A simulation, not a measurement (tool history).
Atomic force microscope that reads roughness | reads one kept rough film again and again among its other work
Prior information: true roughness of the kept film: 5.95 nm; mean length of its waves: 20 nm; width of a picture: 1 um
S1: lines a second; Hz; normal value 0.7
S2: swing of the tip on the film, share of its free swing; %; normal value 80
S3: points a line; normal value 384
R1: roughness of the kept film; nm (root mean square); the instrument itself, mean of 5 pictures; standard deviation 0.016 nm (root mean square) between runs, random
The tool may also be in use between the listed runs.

Run 1, hour 0: usual settings. Result: R1 3.727 nm (root mean square).
Run 2, hour 33.9: usual settings but S2 70 %. Result: R1 3.454 nm (root mean square).
Run 3, hour 58.4: usual settings but S2 70 %. Result: R1 3.28 nm (root mean square).
Run 4, hour 90.1: usual settings but S2 70 %. Result: R1 3.045 nm (root mean square).
Run 5, hour 110.2: usual settings but S2 58 %. Result: R1 2.947 nm (root mean square).
Run 6, hour 129: usual settings but S2 58 %. Result: R1 2.874 nm (root mean square).
Run 7, hour 146.3: usual settings. Result: R1 2.683 nm (root mean square).
At hour 172.2: new tip fitted.
Run 8, hour 176.9: usual settings. Result: R1 3.983 nm (root mean square).
Run 9, hour 195.1: usual settings. Result: R1 3.801 nm (root mean square).
Run 10, hour 210.2: usual settings but S3 662. Result: R1 3.686 nm (root mean square).
Run 11, hour 225.8: usual settings but S3 662. Result: R1 3.559 nm (root mean square).
Run 12, hour 253.7: usual settings but S3 662. Result: R1 3.322 nm (root mean square).
Run 13, hour 275.2: usual settings but S3 662. Result: R1 3.149 nm (root mean square).
Run 14, hour 300.4: usual settings but S1 0.857 Hz, S3 555. Result: R1 2.977 nm (root mean square).
Run 15, hour 332.8: usual settings but S1 2.322 Hz, S3 951. Result: R1 2.579 nm (root mean square).
Run 16, hour 352.6: usual settings but S1 2.322 Hz, S2 86 %, S3 951. Result: R1 2.397 nm (root mean square).

Run 17 has not been measured yet. What should we expect?
Run 17, hour 372.7: usual settings but S1 2.322 Hz, S2 86 %, S3 951. Result: R1 ?.

R1: 2.3 nm (root mean square)
If the tool had no hidden condition, the same run with the same run-to-run variation would have returned R1 3.564 nm (root mean square).

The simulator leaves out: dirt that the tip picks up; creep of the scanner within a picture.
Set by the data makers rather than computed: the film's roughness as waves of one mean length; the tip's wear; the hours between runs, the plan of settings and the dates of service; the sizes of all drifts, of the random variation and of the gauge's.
